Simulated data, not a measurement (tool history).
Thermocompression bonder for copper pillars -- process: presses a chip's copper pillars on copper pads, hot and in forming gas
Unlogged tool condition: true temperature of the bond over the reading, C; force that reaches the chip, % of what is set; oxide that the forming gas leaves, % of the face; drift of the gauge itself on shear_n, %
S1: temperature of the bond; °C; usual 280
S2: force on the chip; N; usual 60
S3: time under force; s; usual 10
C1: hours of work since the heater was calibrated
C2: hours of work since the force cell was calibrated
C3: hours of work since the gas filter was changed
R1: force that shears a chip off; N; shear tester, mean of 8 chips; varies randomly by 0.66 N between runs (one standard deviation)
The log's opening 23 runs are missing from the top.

{"run": 24, "hour": 565.7, "S1": 255, "S2": 73, "S3": 25, "C1": 48, "C2": 947, "C3": 169, "R1": 48.4}
{"run": 25, "hour": 595.4, "S1": 287, "S2": 73, "S3": 5, "C1": 63, "C2": 963, "C3": 185, "R1": 38.9}
{"run": 26, "hour": 623.6, "S1": 287, "S2": 73, "S3": 5, "C1": 78, "C2": 977, "C3": 199, "R1": 38.7}
{"run": 27, "hour": 647.3, "S1": 287, "S2": 73, "S3": 5, "C1": 90, "C2": 990, "C3": 211, "R1": 38.1}
{"hour": 667.9, "done": "forming gas filter changed"}
{"run": 28, "hour": 670.0, "S1": 287, "S2": 73, "S3": 26, "C1": 101, "C2": 1001, "C3": 1, "R1": 65.8}
{"run": 29, "hour": 695.2, "S1": 287, "S2": 37, "S3": 26, "C1": 114, "C2": 1014, "C3": 14, "R1": 36.8}
{"run": 30, "hour": 714.9, "S1": 288, "S2": 64, "S3": 6, "C1": 124, "C2": 1024, "C3": 24, "R1": 37.6}
{"run": 31, "hour": 739.3, "S1": 282, "S2": 58, "S3": 5, "C1": 137, "C2": 1037, "C3": 37, "R1": 30.2}
{"run": 32, "hour": 767.0, "S1": 282, "S2": 58, "S3": 5, "C1": 151, "C2": 1051, "C3": 51, "R1": 28.8}
{"run": 33, "hour": 797.6, "S1": 292, "S2": 58, "S3": 5, "C1": 167, "C2": 1067, "C3": 67, "R1": 32.7}
{"run": 34, "hour": 821.9, "S1": 292, "S2": 58, "S3": 5, "C1": 180, "C2": 1079, "C3": 79, "R1": 31.9}
{"run": 35, "hour": 845.5, "S1": 282, "S2": 58, "S3": 14, "C1": 192, "C2": 1091, "C3": 92, "R1": 43.6}
{"run": 36, "hour": 862.4, "S1": 280, "S2": 63, "S3": 8, "C1": 201, "C2": 1100, "C3": 100, "R1": 36.2}
{"run": 37, "hour": 893.0, "S1": 295, "S2": 54, "S3": 10, "C1": 216, "C2": 1116, "C3": 116, "R1": 39.2}
{"run": 38, "hour": 915.5, "S1": 295, "S2": 54, "S3": 10, "C1": 228, "C2": 1128, "C3": 128, "R1": 39.4}
{"run": 39, "hour": 948.7, "S1": 280, "S2": 60, "S3": 12, "C1": 245, "C2": 1145, "C3": 145, "R1": 39.9}

3 options for the next run, each taken on its own from the tool as it stands now. Forecast them:
{"run": "A", "hour": 977.5, "S1": 273, "S2": 60, "S3": 24, "C1": 260, "C2": 1160, "C3": 160, "R1": "?"}
{"run": "B", "hour": 977.5, "S1": 280, "S2": 60, "S3": 14, "C1": 260, "C2": 1160, "C3": 160, "R1": "?"}
{"run": "C", "hour": 977.5, "S1": 280, "S2": 52, "S3": 7, "C1": 260, "C2": 1160, "C3": 160, "R1": "?"}

run=A R1=46.7
run=B R1=41.4
run=C R1=29.1
With the hidden condition removed and each run's random variation left untouched, the same runs would have given:
run=A R1=53.6
run=B R1=47.9
run=C R1=34.3
